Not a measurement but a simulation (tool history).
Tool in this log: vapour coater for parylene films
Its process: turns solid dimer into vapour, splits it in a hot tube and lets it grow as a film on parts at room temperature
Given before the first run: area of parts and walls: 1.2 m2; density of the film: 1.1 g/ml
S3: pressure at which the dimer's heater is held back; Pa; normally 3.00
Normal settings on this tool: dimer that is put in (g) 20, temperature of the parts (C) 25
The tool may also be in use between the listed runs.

{"run": 1, "hour": 0.0, "dimer that is put in (g)": 20, "temperature of the parts (C)": 25, "S3": 3.0, "thickness of the film (µm)": 9.19}
{"run": 2, "hour": 33.0, "dimer that is put in (g)": 20, "temperature of the parts (C)": 25, "S3": 3.0, "thickness of the film (µm)": 9.21}
{"run": 3, "hour": 74.1, "dimer that is put in (g)": 20, "temperature of the parts (C)": 25, "S3": 3.0, "thickness of the film (µm)": 9.13}
{"run": 4, "hour": 106.5, "dimer that is put in (g)": 20, "temperature of the parts (C)": 25, "S3": 2.35, "thickness of the film (µm)": 9.33}
{"run": 5, "hour": 144.9, "dimer that is put in (g)": 20, "temperature of the parts (C)": 28, "S3": 3.0, "thickness of the film (µm)": 7.93}
{"run": 6, "hour": 197.4, "dimer that is put in (g)": 20, "temperature of the parts (C)": 28, "S3": 3.0, "thickness of the film (µm)": 7.84}
{"run": 7, "hour": 236.7, "dimer that is put in (g)": 20, "temperature of the parts (C)": 28, "S3": 3.0, "thickness of the film (µm)": 7.85}
{"run": 8, "hour": 301.2, "dimer that is put in (g)": 20, "temperature of the parts (C)": 28, "S3": 3.0, "thickness of the film (µm)": 7.76}
{"run": 9, "hour": 352.7, "dimer that is put in (g)": 20, "temperature of the parts (C)": 28, "S3": 3.0, "thickness of the film (µm)": 7.75}
{"run": 10, "hour": 388.0, "dimer that is put in (g)": 14, "temperature of the parts (C)": 30, "S3": 9.73, "thickness of the film (µm)": 4.32}
{"run": 11, "hour": 443.7, "dimer that is put in (g)": 22, "temperature of the parts (C)": 21, "S3": 10.5, "thickness of the film (µm)": 10.24}
{"run": 12, "hour": 489.9, "dimer that is put in (g)": 32, "temperature of the parts (C)": 21, "S3": 10.5, "thickness of the film (µm)": 14.92}
{"run": 13, "hour": 520.0, "dimer that is put in (g)": 32, "temperature of the parts (C)": 21, "S3": 10.5, "thickness of the film (µm)": 14.9}
{"run": 14, "hour": 555.0, "dimer that is put in (g)": 11, "temperature of the parts (C)": 25, "S3": 3.0, "thickness of the film (µm)": 4.92}
{"run": 15, "hour": 611.3, "dimer that is put in (g)": 20, "temperature of the parts (C)": 30, "S3": 9.31, "thickness of the film (µm)": 6.14}
{"run": 16, "hour": 640.5, "dimer that is put in (g)": 35, "temperature of the parts (C)": 30, "S3": 4.16, "thickness of the film (µm)": 11.72}
{"run": 17, "hour": 709.2, "dimer that is put in (g)": 35, "temperature of the parts (C)": 30, "S3": 4.16, "thickness of the film (µm)": 11.65}

4 options for the next run, each taken on its own from the tool as it stands now. Forecast them:
{"run": "A", "hour": 741.4, "dimer that is put in (g)": 13, "temperature of the parts (C)": 25, "S3": 7.02, "thickness of the film (µm)": "?"}
{"run": "B", "hour": 741.4, "dimer that is put in (g)": 10, "temperature of the parts (C)": 36, "S3": 2.81, "thickness of the film (µm)": "?"}
{"run": "C", "hour": 741.4, "dimer that is put in (g)": 34, "temperature of the parts (C)": 20, "S3": 4.16, "thickness of the film (µm)": "?"}
{"run": "D", "hour": 741.4, "dimer that is put in (g)": 30, "temperature of the parts (C)": 23, "S3": 7.45, "thickness of the film (µm)": "?"}

run=A thickness_of_the_film_(µm)=5.13
run=B thickness_of_the_film_(µm)=2.61
run=C thickness_of_the_film_(µm)=18.02
run=D thickness_of_the_film_(µm)=13.00
Take away the tool's hidden state, keep each run's random variation, and the runs would have read:
run=A thickness_of_the_film_(µm)=5.64
run=B thickness_of_the_film_(µm)=2.87
run=C thickness_of_the_film_(µm)=19.82
run=D thickness_of_the_film_(µm)=14.30
